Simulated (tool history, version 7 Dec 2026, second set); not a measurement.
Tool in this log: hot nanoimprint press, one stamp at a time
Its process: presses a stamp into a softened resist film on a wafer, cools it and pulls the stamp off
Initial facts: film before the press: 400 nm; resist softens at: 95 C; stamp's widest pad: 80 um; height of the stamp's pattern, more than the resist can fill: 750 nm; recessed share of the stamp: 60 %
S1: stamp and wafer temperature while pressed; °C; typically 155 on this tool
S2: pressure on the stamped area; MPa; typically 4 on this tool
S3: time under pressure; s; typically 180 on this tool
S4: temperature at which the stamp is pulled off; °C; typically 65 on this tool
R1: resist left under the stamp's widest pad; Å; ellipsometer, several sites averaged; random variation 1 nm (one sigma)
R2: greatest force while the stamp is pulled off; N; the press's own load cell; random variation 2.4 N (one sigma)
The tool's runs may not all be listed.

Run 1, hour 0: usual settings. Result: R1 1599 Å, R2 168 N.
Run 2, hour 46.4: usual settings. Result: R1 1635 Å, R2 169 N.
At hour 59.3: stamp cleaned and given a new release coat.
Run 3, hour 120.1: usual settings. Result: R1 1623 Å, R2 118 N.
Run 4, hour 208: usual settings. Result: R1 1611 Å, R2 122 N.
Run 5, hour 294.8: usual settings. Result: R1 1620 Å, R2 133 N.
At hour 330.4: press's hydraulic seals changed and the load cell set to zero.
At hour 368: plate thermocouple calibrated.
Run 6, hour 401.2: usual settings. Result: R1 1597 Å, R2 151 N.
Run 7, hour 446.7: usual settings but S3 203 s. Result: R1 1520 Å, R2 149 N.
Run 8, hour 511: usual settings but S3 203 s. Result: R1 1530 Å, R2 156 N.
Run 9, hour 604.8: usual settings. Result: R1 1617 Å, R2 171 N.
At hour 681.3: stamp cleaned and given a new release coat.
Run 10, hour 697.2: usual settings. Result: R1 1606 Å, R2 114 N.
Run 11, hour 767.5: usual settings. Result: R1 1617 Å, R2 115 N.
At hour 844.9: plate thermocouple calibrated.
Run 12, hour 853: usual settings but S3 111 s. Result: R1 1939 Å, R2 127 N.
Run 13, hour 937.5: usual settings but S1 144 °C. Result: R1 2595 Å, R2 134 N.
Run 14, hour 1013.2: usual settings but S3 95 s. Result: R1 2076 Å, R2 145 N.
Run 15, hour 1082.8: usual settings. Result: R1 1631 Å, R2 152 N.
Run 16, hour 1134.1: usual settings. Result: R1 1628 Å, R2 155 N.
Run 17, hour 1217.5: usual settings but S1 157 °C, S3 352 s. Result: R1 1126 Å, R2 161 N.
At hour 1291: stamp cleaned and given a new release coat.
At hour 1299: press's hydraulic seals changed and the load cell set to zero.
Run 18, hour 1307.5: usual settings but S1 162 °C, S2 2.6 MPa, S3 246 s, S4 64 °C. Result: R1 1240 Å, R2 113 N.
At hour 1325.7: plate thermocouple calibrated.
Run 19, hour 1384.5: usual settings but S2 3.5 MPa. Result: R1 1680 Å, R2 121 N.
Run 20, hour 1478.2: usual settings but S2 3.5 MPa. Result: R1 1716 Å, R2 131 N.
Run 21, hour 1541: usual settings but S3 170 s, S4 71 °C. Result: R1 1659 Å, R2 121 N.
Run 22, hour 1626.6: usual settings but S3 170 s, S4 71 °C. Result: R1 1648 Å, R2 128 N.
Run 23, hour 1717.7: usual settings but S2 6.23 MPa, S3 259 s, S4 71 °C. Result: R1 1137 Å, R2 141 N.
At hour 1796.2: plate thermocouple calibrated.
Run 24, hour 1811.5: usual settings but S1 161 °C, S2 2.51 MPa, S3 254 s. Result: R1 1303 Å, R2 162 N.
Run 25, hour 1883.5: usual settings but S1 161 °C, S2 2.51 MPa, S3 254 s. Result: R1 1317 Å, R2 169 N.

Run 26 comes next. What will it give?
At hour 1914.6: stamp cleaned and given a new release coat.
Run 26, hour 1979.9: usual settings but S1 161 °C, S2 2.51 MPa, S3 254 s. Result: R1 ?, R2 ?.

{"run 26": {"R1": 1308, "R2": 119}}
Minus the tool's unlogged condition, the same run would have read R1 1283 Å, R2 113 N.
